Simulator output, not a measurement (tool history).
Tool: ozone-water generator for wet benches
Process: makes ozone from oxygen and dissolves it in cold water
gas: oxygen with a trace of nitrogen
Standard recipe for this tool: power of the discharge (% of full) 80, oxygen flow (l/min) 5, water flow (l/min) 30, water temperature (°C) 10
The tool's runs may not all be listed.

run    hour  power of the discharge (% of full)  oxygen flow (l/min)  water flow (l/min)  water temperature (°C)  dissolved ozone (ppm)  ozone in the gas ahead of the water (g/m3)
  1       0                                  80                    5                  30                      10                   23.5                                       241.6
  2    99.8                                  80                    5                  30                      10                   23.6                                       240.9
  3   182.6                                  80                    5                  30                      10                   23.7                                       242.1
  4   247.2                                  80                    5                  30                      10                   23.6                                       240.5
  5     308                                  80                    5                  30                      10                   23.5                                       242.8
  6   408.4                                  80                    5                  30                      13                   22.9                                       242.2
  7   461.4                                  80                    5                  23                      10                   29.9                                       240.8
  8   538.4                                  80                    5                  30                      10                   23.4                                       241.3
  9   603.9                                  80                    5                  30                      10                   23.1                                       239.5
 10   686.4                                  80                    5                  30                      10                   23.4                                       239.7
 11   752.8                                  80                    5                  30                      10                   23.3                                       238.8
 12   850.7                                  80                    5                  30                      10                   23.5                                       239.4
 13   918.7                                  80                    5                  30                      10                   23.1                                       239.4
 14   975.1                                  80                    5                  30                      10                   23.1                                       238.5
 15  1040.6                                  81                    5                  30                      10                   23.4                                       239.2
 16  1085.5                                  81                    5                  30                      10                   23.2                                       243.5
 17  1132.1                                  97                    5                  30                      10                   25.9                                       267.3
 18  1192.9                                  80                    5                  40                      14                   16.6                                       239.9
 19  1250.6                                  80                    5                  40                      14                   16.7                                       238.3
 20  1330.9                                  80                    5                  40                      14                   16.8                                       237.9
 21  1416.4                                  80                    5                  40                      14                   16.3                                       237.3
 22  1515.1                                  80                    5                  40                      14                   16.8                                       238.7
 23  1609.9                                  67                    5                  26                      10                   23.6                                       212.4
 24  1703.1                                  96                    5                  30                      10                     26                                       267.4
 25  1806.2                                  51                    5                  27                       5                   20.3                                       180.3
 26  1870.1                                  49                 5.17                  24                       9                   21.3                                       171.6
 27  1960.2                                  49                 4.87                  43                       9                   11.6                                       178.5
 28  2019.4                                  80                    5                  42                      10                   16.1                                         234
 29    2075                                  56                 3.43                  22                       7                   23.4                                       227.5
 30  2127.1                                  80                    5                  30                       9                   23.3                                       233.4
 31  2209.7                                  80                 8.78                  25                       9                   29.1                                         180
 32  2304.6                                  80                 8.78                  25                       9                   29.4                                       177.9

Some steps in dissolved ozone (ppm), run to run, broken into two amounts with sign: the step expected even without the hidden condition (settings, incoming material, random variation), and the rest, left for the hidden condition together with whatever gauge scatter is not in both the measured and the hidden-condition-free result:
What the log doesn't record here: yield of the discharge, % of new electrodes'; contactor's efficiency, % of a clean one's; true water temperature over the reading, C; drift of the gauge itself on ozone_ppm, %; drift of the gauge itself on gas_g_m3, %.
Run 17 -> 18: power of the discharge (% of full) 97 -> 80, water flow (l/min) 30 -> 40, water temperature (°C) 10 -> 14. dissolved ozone (ppm) -9.3: hidden state +0.7, all else -10.
Run 23 -> 24: power of the discharge (% of full) 67 -> 96, water flow (l/min) 26 -> 30. dissolved ozone (ppm) +2.4: hidden state -0.6, all else +3.
Run 24 -> 25: power of the discharge (% of full) 96 -> 51, water flow (l/min) 30 -> 27, water temperature (°C) 10 -> 5. dissolved ozone (ppm) -5.7: hidden state +0.9, all else -6.6.
Run 26 -> 27: oxygen flow (l/min) 5.17 -> 4.87, water flow (l/min) 24 -> 43. dissolved ozone (ppm) -9.7: hidden state +0.5, all else -10.2.
Run 28 -> 29: power of the discharge (% of full) 80 -> 56, oxygen flow (l/min) 5 -> 3.43, water flow (l/min) 42 -> 22, water temperature (°C) 10 -> 7. dissolved ozone (ppm) +7.3: hidden state -0.2, all else +7.5.

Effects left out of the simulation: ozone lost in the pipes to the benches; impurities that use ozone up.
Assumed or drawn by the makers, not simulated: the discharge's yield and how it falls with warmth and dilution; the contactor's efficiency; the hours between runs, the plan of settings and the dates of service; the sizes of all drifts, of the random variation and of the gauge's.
